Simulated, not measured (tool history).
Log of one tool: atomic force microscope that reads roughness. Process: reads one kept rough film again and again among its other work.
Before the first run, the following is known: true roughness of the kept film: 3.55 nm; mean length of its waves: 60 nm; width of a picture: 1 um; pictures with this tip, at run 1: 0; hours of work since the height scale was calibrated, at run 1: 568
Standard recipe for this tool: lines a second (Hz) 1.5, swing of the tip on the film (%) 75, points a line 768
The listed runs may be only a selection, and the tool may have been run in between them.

run	hour	lines a second (Hz)	swing of the tip on the film (%)	points a line	pictures with this tip	hours of work since the height scale was calibrated	roughness of the kept film (nm (root mean square))
1	0	1.5	75	768	0	568	3.079
2	24.5	1.5	75	768	37	580	3.082
3	45	1.5	75	768	68	590	3.053
4	65.3	1.5	75	768	99	600	3.064
# hour 95.9: new tip fitted
5	104	1.5	75	768	13	618	3.074
6	135.3	1.5	75	589	60	634	3.032
7	160.7	1.5	75	768	98	646	3.076
# hour 190.6: new tip fitted
8	197.8	1.5	75	768	11	664	3.051
9	217.4	1.18	75	768	41	673	3.147
10	240.7	1.18	75	768	76	685	3.14
11	273.7	0.94	75	768	126	701	3.185
# hour 285.5: new tip fitted
12	298	1.31	75	768	18	712	3.098
13	322.9	1.31	75	768	56	724	3.126
14	362	0.9	74	800	115	743	3.224
# hour 381.4: new tip fitted
15	384.1	0.55	62	366	4	754	3.405
16	419.8	0.81	74	309	58	771	3.244
17	463.1	0.81	74	309	123	792	3.238
# hour 476.9: new tip fitted
18	484	0.81	74	309	11	802	3.243
19	509.5	0.81	74	309	50	814	3.264
20	539	2.21	58	309	94	829	3.239
21	562.8	3.29	75	268	130	840	2.653
# hour 574.5: new tip fitted
22	606.6	3.29	75	268	48	861	2.683
23	641.4	0.58	76	768	101	878	3.286
24	667.8	0.58	66	768	140	891	3.366
# hour 670.1: new tip fitted
25	701.9	0.58	84	296	48	907	3.193

Forecast each of these 3 alternatives for the next run:
A	721.2	0.58	84	739	77	917	?
B	721.2	0.58	86	517	77	917	?
C	721.2	1.5	75	425	77	917	?

run	roughness of the kept film (nm (root mean square))
A	3.228
B	3.178
C	3.064
Without the tool's unlogged condition, the same runs would have read:
run	roughness of the kept film (nm (root mean square))
A	3.235
B	3.184
C	3.071
